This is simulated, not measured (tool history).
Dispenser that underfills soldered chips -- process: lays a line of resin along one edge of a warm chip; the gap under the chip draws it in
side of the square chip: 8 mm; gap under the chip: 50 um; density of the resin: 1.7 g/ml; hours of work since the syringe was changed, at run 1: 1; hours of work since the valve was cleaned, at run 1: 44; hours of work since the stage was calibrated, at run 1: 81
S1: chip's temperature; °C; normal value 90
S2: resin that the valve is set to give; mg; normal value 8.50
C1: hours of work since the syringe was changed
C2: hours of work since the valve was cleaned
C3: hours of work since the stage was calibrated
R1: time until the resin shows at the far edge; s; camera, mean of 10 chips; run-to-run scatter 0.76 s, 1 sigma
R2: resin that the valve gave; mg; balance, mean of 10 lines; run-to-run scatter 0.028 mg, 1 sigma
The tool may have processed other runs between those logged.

{"run": 1, "hour": 0.0, "S1": 90, "S2": 8.5, "C1": 1, "C2": 44, "C3": 81, "R1": 75.4, "R2": 8.19}
{"run": 2, "hour": 4.2, "S1": 90, "S2": 8.5, "C1": 5, "C2": 47, "C3": 84, "R1": 89.9, "R2": 8.19}
{"run": 3, "hour": 9.7, "S1": 77, "S2": 8.5, "C1": 9, "C2": 52, "C3": 89, "R1": 185.6, "R2": 8.09}
{"hour": 11.9, "done": "new syringe of resin"}
{"hour": 17.5, "done": "dispensing valve cleaned and set on the balance"}
{"run": 4, "hour": 18.9, "S1": 77, "S2": 8.5, "C1": 5, "C2": 1, "C3": 95, "R1": 151.9, "R2": 8.48}
{"hour": 27.2, "done": "new syringe of resin"}
{"run": 5, "hour": 27.4, "S1": 90, "S2": 9.22, "C1": 0, "C2": 8, "C3": 102, "R1": 69.0, "R2": 9.12}
{"run": 6, "hour": 36.2, "S1": 90, "S2": 9.22, "C1": 7, "C2": 15, "C3": 109, "R1": 99.6, "R2": 9.16}
{"hour": 41.3, "done": "new syringe of resin"}
{"run": 7, "hour": 43.9, "S1": 90, "S2": 9.22, "C1": 2, "C2": 21, "C3": 115, "R1": 76.9, "R2": 9.07}
{"run": 8, "hour": 52.0, "S1": 90, "S2": 8.5, "C1": 9, "C2": 27, "C3": 121, "R1": 109.5, "R2": 8.32}
{"hour": 55.4, "done": "new syringe of resin"}
{"run": 9, "hour": 58.8, "S1": 90, "S2": 8.3, "C1": 3, "C2": 32, "C3": 126, "R1": 83.0, "R2": 8.08}
{"run": 10, "hour": 65.7, "S1": 90, "S2": 8.3, "C1": 8, "C2": 38, "C3": 132, "R1": 109.8, "R2": 8.02}
{"hour": 69.3, "done": "new syringe of resin"}
{"run": 11, "hour": 72.9, "S1": 99, "S2": 8.3, "C1": 3, "C2": 43, "C3": 137, "R1": 58.1, "R2": 8.05}
{"run": 12, "hour": 82.2, "S1": 99, "S2": 8.3, "C1": 10, "C2": 51, "C3": 145, "R1": 87.0, "R2": 7.97}
{"hour": 83.4, "done": "new syringe of resin"}
{"run": 13, "hour": 88.2, "S1": 90, "S2": 8.5, "C1": 4, "C2": 55, "C3": 149, "R1": 85.2, "R2": 8.22}
{"hour": 91.2, "done": "dispensing valve cleaned and set on the balance"}
{"run": 14, "hour": 97.4, "S1": 90, "S2": 8.5, "C1": 10, "C2": 5, "C3": 156, "R1": 121.4, "R2": 8.48}
{"hour": 98.5, "done": "new syringe of resin"}
{"run": 15, "hour": 104.1, "S1": 90, "S2": 7.88, "C1": 4, "C2": 10, "C3": 161, "R1": 91.0, "R2": 7.86}
{"hour": 112.4, "done": "new syringe of resin"}
{"run": 16, "hour": 114.3, "S1": 90, "S2": 7.74, "C1": 1, "C2": 18, "C3": 169, "R1": 77.8, "R2": 7.6}
{"run": 17, "hour": 123.1, "S1": 90, "S2": 9.74, "C1": 8, "C2": 25, "C3": 176, "R1": 108.8, "R2": 9.6}
{"hour": 126.8, "done": "new syringe of resin"}
{"run": 18, "hour": 132.1, "S1": 90, "S2": 9.74, "C1": 4, "C2": 32, "C3": 183, "R1": 88.4, "R2": 9.56}
{"run": 19, "hour": 139.7, "S1": 90, "S2": 9.74, "C1": 10, "C2": 38, "C3": 189, "R1": 124.8, "R2": 9.5}
{"hour": 140.8, "done": "new syringe of resin"}
{"run": 20, "hour": 146.2, "S1": 78, "S2": 8.74, "C1": 4, "C2": 43, "C3": 194, "R1": 143.5, "R2": 8.47}
{"run": 21, "hour": 150.6, "S1": 78, "S2": 8.74, "C1": 8, "C2": 46, "C3": 197, "R1": 169.8, "R2": 8.47}
{"hour": 155.1, "done": "new syringe of resin"}
{"run": 22, "hour": 155.3, "S1": 84, "S2": 8.5, "C1": 0, "C2": 50, "C3": 201, "R1": 90.6, "R2": 8.21}
{"run": 23, "hour": 161.0, "S1": 84, "S2": 10.91, "C1": 5, "C2": 54, "C3": 205, "R1": 110.6, "R2": 10.51}
{"hour": 164.8, "done": "dispensing valve cleaned and set on the balance"}
{"hour": 170.6, "done": "new syringe of resin"}
{"run": 24, "hour": 172.0, "S1": 79, "S2": 7.75, "C1": 1, "C2": 6, "C3": 213, "R1": 120.4, "R2": 7.74}
{"run": 25, "hour": 180.3, "S1": 95, "S2": 9.36, "C1": 8, "C2": 12, "C3": 220, "R1": 90.4, "R2": 9.26}
{"hour": 184.5, "done": "new syringe of resin"}
{"run": 26, "hour": 185.8, "S1": 95, "S2": 9.36, "C1": 1, "C2": 16, "C3": 224, "R1": 62.1, "R2": 9.25}
{"run": 27, "hour": 192.9, "S1": 95, "S2": 9.97, "C1": 7, "C2": 22, "C3": 229, "R1": 83.1, "R2": 9.83}
{"run": 28, "hour": 197.5, "S1": 83, "S2": 10.48, "C1": 10, "C2": 26, "C3": 233, "R1": 157.0, "R2": 10.25}
{"hour": 198.6, "done": "new syringe of resin"}
{"run": 29, "hour": 207.6, "S1": 101, "S2": 8.21, "C1": 7, "C2": 33, "C3": 241, "R1": 70.4, "R2": 8.02}
{"hour": 212.2, "done": "new syringe of resin"}
{"run": 30, "hour": 212.2, "S1": 101, "S2": 8.21, "C1": 0, "C2": 37, "C3": 244, "R1": 49.4, "R2": 7.99}
{"run": 31, "hour": 217.3, "S1": 94, "S2": 7.27, "C1": 4, "C2": 41, "C3": 248, "R1": 79.7, "R2": 7.02}
{"run": 32, "hour": 221.8, "S1": 92, "S2": 8.45, "C1": 8, "C2": 45, "C3": 252, "R1": 99.5, "R2": 8.18}
{"hour": 226.0, "done": "new syringe of resin"}
{"run": 33, "hour": 228.1, "S1": 89, "S2": 10.17, "C1": 2, "C2": 49, "C3": 257, "R1": 81.7, "R2": 9.72}
{"run": 34, "hour": 234.7, "S1": 89, "S2": 10.17, "C1": 7, "C2": 55, "C3": 262, "R1": 106.2, "R2": 9.73}
{"hour": 238.2, "done": "dispensing valve cleaned and set on the balance"}
{"hour": 240.7, "done": "new syringe of resin"}
{"run": 35, "hour": 245.8, "S1": 89, "S2": 10.17, "C1": 4, "C2": 6, "C3": 270, "R1": 90.3, "R2": 10.11}

Here are 3 independent what-if runs from the current tool condition. What would each one return?
{"hour": 254.4, "done": "new syringe of resin"}
{"run": "A", "hour": 256.0, "S1": 93, "S2": 7.4, "C1": 1, "C2": 14, "C3": 278, "R1": "?", "R2": "?"}
{"hour": 254.4, "done": "new syringe of resin"}
{"run": "B", "hour": 256.0, "S1": 75, "S2": 8.25, "C1": 1, "C2": 14, "C3": 278, "R1": "?", "R2": "?"}
{"hour": 254.4, "done": "new syringe of resin"}
{"run": "C", "hour": 256.0, "S1": 89, "S2": 9.49, "C1": 1, "C2": 14, "C3": 278, "R1": "?", "R2": "?"}

run=A R1=70.6 R2=7.36
run=B R1=140.6 R2=8.16
run=C R1=80.5 R2=9.36
Stripped of hidden state, with their random variation kept, the same runs would have yielded:
run=A R1=63.2 R2=7.46
run=B R1=125.2 R2=8.27
run=C R1=72.0 R2=9.49

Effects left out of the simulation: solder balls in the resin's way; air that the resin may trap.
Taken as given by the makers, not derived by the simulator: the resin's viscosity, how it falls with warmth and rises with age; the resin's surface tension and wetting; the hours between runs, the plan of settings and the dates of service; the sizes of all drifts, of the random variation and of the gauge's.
